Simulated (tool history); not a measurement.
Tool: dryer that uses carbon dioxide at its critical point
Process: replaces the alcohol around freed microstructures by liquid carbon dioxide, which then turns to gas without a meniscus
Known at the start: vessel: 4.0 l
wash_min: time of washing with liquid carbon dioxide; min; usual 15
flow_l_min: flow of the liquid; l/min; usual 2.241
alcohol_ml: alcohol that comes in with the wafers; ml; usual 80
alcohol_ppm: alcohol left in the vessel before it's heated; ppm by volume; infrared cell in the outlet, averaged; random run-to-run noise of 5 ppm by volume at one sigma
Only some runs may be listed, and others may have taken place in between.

run 1 hour=0.0 | wash_min=15 flow_l_min=2.241 alcohol_ml=80 | alcohol_ppm=194
run 2 hour=12.5 | wash_min=15 flow_l_min=2.241 alcohol_ml=80 | alcohol_ppm=184
run 3 hour=25.3 | wash_min=15 flow_l_min=2.241 alcohol_ml=80 | alcohol_ppm=191
run 4 hour=39.3 | wash_min=15 flow_l_min=2.241 alcohol_ml=80 | alcohol_ppm=200
run 5 hour=61.7 | wash_min=15 flow_l_min=2.241 alcohol_ml=80 | alcohol_ppm=196
run 6 hour=83.7 | wash_min=15 flow_l_min=2.241 alcohol_ml=23 | alcohol_ppm=187
run 7 hour=105.6 | wash_min=15 flow_l_min=2.241 alcohol_ml=23 | alcohol_ppm=193
run 8 hour=135.2 | wash_min=15 flow_l_min=2.241 alcohol_ml=23 | alcohol_ppm=183
run 9 hour=162.1 | wash_min=15 flow_l_min=2.241 alcohol_ml=23 | alcohol_ppm=206
run 10 hour=178.6 | wash_min=15 flow_l_min=1.370 alcohol_ml=23 | alcohol_ppm=328
run 11 hour=208.6 | wash_min=15 flow_l_min=2.241 alcohol_ml=80 | alcohol_ppm=235
run 12 hour=226.9 | wash_min=15 flow_l_min=2.241 alcohol_ml=80 | alcohol_ppm=244
-- hour=244.5 inlet filter changed
run 13 hour=248.9 | wash_min=15 flow_l_min=2.241 alcohol_ml=80 | alcohol_ppm=236
run 14 hour=266.5 | wash_min=15 flow_l_min=2.241 alcohol_ml=57 | alcohol_ppm=226
run 15 hour=286.1 | wash_min=15 flow_l_min=2.241 alcohol_ml=57 | alcohol_ppm=231
run 16 hour=300.5 | wash_min=15 flow_l_min=2.241 alcohol_ml=57 | alcohol_ppm=230
run 17 hour=316.6 | wash_min=15 flow_l_min=2.241 alcohol_ml=57 | alcohol_ppm=241
run 18 hour=344.0 | wash_min=23 flow_l_min=3.580 alcohol_ml=97 | alcohol_ppm=218
-- hour=374.8 purifier's bed changed
run 19 hour=376.1 | wash_min=23 flow_l_min=3.580 alcohol_ml=97 | alcohol_ppm=7
run 20 hour=391.0 | wash_min=23 flow_l_min=2.440 alcohol_ml=36 | alcohol_ppm=9
run 21 hour=407.5 | wash_min=23 flow_l_min=3.770 alcohol_ml=23 | alcohol_ppm=10
run 22 hour=423.4 | wash_min=23 flow_l_min=3.770 alcohol_ml=23 | alcohol_ppm=13
run 23 hour=439.9 | wash_min=23 flow_l_min=3.770 alcohol_ml=23 | alcohol_ppm=25
run 24 hour=456.0 | wash_min=15 flow_l_min=3.330 alcohol_ml=103 | alcohol_ppm=25
run 25 hour=483.6 | wash_min=21 flow_l_min=3.620 alcohol_ml=25 | alcohol_ppm=29
run 26 hour=511.8 | wash_min=16 flow_l_min=1.780 alcohol_ml=39 | alcohol_ppm=75
run 27 hour=539.8 | wash_min=21 flow_l_min=2.241 alcohol_ml=114 | alcohol_ppm=50
run 28 hour=565.0 | wash_min=19 flow_l_min=2.241 alcohol_ml=29 | alcohol_ppm=47
run 29 hour=577.9 | wash_min=19 flow_l_min=2.241 alcohol_ml=29 | alcohol_ppm=51
run 30 hour=590.6 | wash_min=19 flow_l_min=2.241 alcohol_ml=29 | alcohol_ppm=57
run 31 hour=608.3 | wash_min=14 flow_l_min=1.410 alcohol_ml=80 | alcohol_ppm=416
run 32 hour=635.4 | wash_min=14 flow_l_min=1.410 alcohol_ml=80 | alcohol_ppm=426

Branching from run 32: 5 alternative next runs. What would each branch give?
run A hour=662.0 | wash_min=18 flow_l_min=2.500 alcohol_ml=48 | alcohol_ppm=?
run B hour=662.0 | wash_min=20 flow_l_min=2.920 alcohol_ml=49 | alcohol_ppm=?
run C hour=662.0 | wash_min=14 flow_l_min=1.410 alcohol_ml=31 | alcohol_ppm=?
run D hour=662.0 | wash_min=10 flow_l_min=2.670 alcohol_ml=34 | alcohol_ppm=?
run E hour=662.0 | wash_min=15 flow_l_min=2.260 alcohol_ml=80 | alcohol_ppm=?

run=A alcohol_ppm=78
run=B alcohol_ppm=69
run=C alcohol_ppm=217
run=D alcohol_ppm=110
run=E alcohol_ppm=96
Stripped of hidden state, with their random variation kept, the same runs would have yielded:
run=A alcohol_ppm=12
run=B alcohol_ppm=3
run=C alcohol_ppm=111
run=D alcohol_ppm=31
run=E alcohol_ppm=22
